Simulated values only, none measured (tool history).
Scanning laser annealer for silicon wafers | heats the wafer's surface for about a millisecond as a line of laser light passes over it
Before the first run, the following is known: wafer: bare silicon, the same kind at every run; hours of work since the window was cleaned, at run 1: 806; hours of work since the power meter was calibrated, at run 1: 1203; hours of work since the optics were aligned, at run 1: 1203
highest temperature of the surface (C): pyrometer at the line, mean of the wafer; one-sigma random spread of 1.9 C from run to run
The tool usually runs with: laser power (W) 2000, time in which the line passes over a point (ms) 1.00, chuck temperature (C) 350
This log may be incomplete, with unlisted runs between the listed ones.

run    hour  laser power (W)  time in which the line passes over a point (ms)  chuck temperature (C)  hours of work since the window was cleaned  hours of work since the power meter was calibrated  hours of work since the optics were aligned  highest temperature of the surface (C)
  1     0.0             2000                                             1.00                    350                                         806                                                1203                                         1203                                    1093
       29.3  -- window over the wafer cleaned
  2    81.5             2000                                             1.05                    350                                          41                                                1265                                         1265                                    1157
  3   137.3             2000                                             1.00                    389                                          84                                                1309                                         1309                                    1178
  4   208.3             2000                                             1.00                    389                                         140                                                1364                                         1364                                    1169
  5   257.7             2000                                             1.00                    389                                         179                                                1403                                         1403                                    1165
  6   327.6             2000                                             1.00                    389                                         233                                                1457                                         1457                                    1163
  7   418.8             2000                                             1.00                    350                                         305                                                1529                                         1529                                    1115
  8   458.2             2000                                             1.00                    319                                         335                                                1560                                         1560                                    1084
      486.9  -- optics aligned, line set to its width
  9   520.4             2000                                             1.00                    319                                         380                                                1604                                           26                                    1103
 10   580.9             2000                                             1.00                    319                                         428                                                1652                                           74                                    1101
 11   629.3             2000                                             1.00                    350                                         465                                                1690                                          111                                    1127
 12   672.0             2000                                             1.00                    350                                         499                                                1723                                          145                                    1124
 13   738.6             2000                                             1.00                    350                                         551                                                1775                                          197                                    1122
 14   831.5             2000                                             1.14                    350                                         624                                                1848                                          269                                    1159
 15   883.1             2000                                             1.14                    350                                         664                                                1888                                          310                                    1154
 16   943.7             2000                                             1.14                    319                                         711                                                1935                                          357                                    1121
 17  1001.0             2000                                             1.14                    319                                         756                                                1980                                          402                                    1116
 18  1077.5             2000                                             1.14                    319                                         816                                                2040                                          462                                    1107
     1097.5  -- window over the wafer cleaned
 19  1159.3             2000                                             1.00                    350                                          48                                                2103                                          524                                    1151
 20  1250.5             2000                                             1.00                    350                                         120                                                2174                                          596                                    1145
 21  1335.4             2000                                             0.84                    350                                         186                                                2240                                          662                                    1086
 22  1387.7             2024                                             0.86                    388                                         227                                                2281                                          703                                    1134
 23  1466.0             2153                                             1.00                    350                                         288                                                2342                                          764                                    1201
 24  1505.8             2000                                             1.01                    350                                         319                                                2374                                          795                                    1130
 25  1573.4             2000                                             1.01                    350                                         372                                                2426                                          848                                    1122
 26  1630.8             2000                                             1.01                    350                                         417                                                2471                                          893                                    1123
 27  1691.3             1805                                             0.78                    354                                         464                                                2519                                          940                                     959
 28  1739.5             2010                                             0.74                    375                                         502                                                2556                                          978                                    1044
 29  1813.7             2000                                             0.87                    358                                         560                                                2614                                         1036                                    1071
 30  1862.8             2117                                             0.87                    338                                         599                                                2653                                         1075                                    1097
 31  1908.3             1807                                             0.89                    324                                         634                                                2688                                         1110                                     956
 32  1952.2             1981                                             0.99                    366                                         669                                                2723                                         1144                                    1099
 33  1993.7             1981                                             0.99                    366                                         701                                                2755                                         1177                                    1100
 34  2035.5             2188                                             0.84                    316                                         734                                                2788                                         1210                                    1084
 35  2078.4             2188                                             0.84                    316                                         767                                                2821                                         1243                                    1081
 36  2133.3             1830                                             1.00                    389                                         810                                                2864                                         1286                                    1045
     2163.2  -- window over the wafer cleaned
 37  2201.5             1812                                             0.85                    382                                          30                                                2916                                         1338                                    1032
 38  2280.8             1924                                             0.98                    349                                          92                                                2978                                         1400                                    1086
 39  2344.7             2163                                             1.00                    350                                         142                                                3028                                         1450                                    1204

Forecast each of these 4 alternatives for the next run:
  A  2389.0             1721                                             0.90                    349                                         177                                                3063                                         1485                                       ?
  B  2389.0             2163                                             1.00                    350                                         177                                                3063                                         1485                                       ?
  C  2389.0             2163                                             1.00                    332                                         177                                                3063                                         1485                                       ?
  D  2389.0             2163                                             1.10                    350                                         177                                                3063                                         1485                                       ?

run  highest temperature of the surface (C)
  A                                     961
  B                                    1201
  C                                    1185
  D                                    1239
The same runs, with their run-to-run variation unchanged, on a tool lacking any hidden condition would have given:
run  highest temperature of the surface (C)
  A                                     999
  B                                    1254
  C                                    1238
  D                                    1294
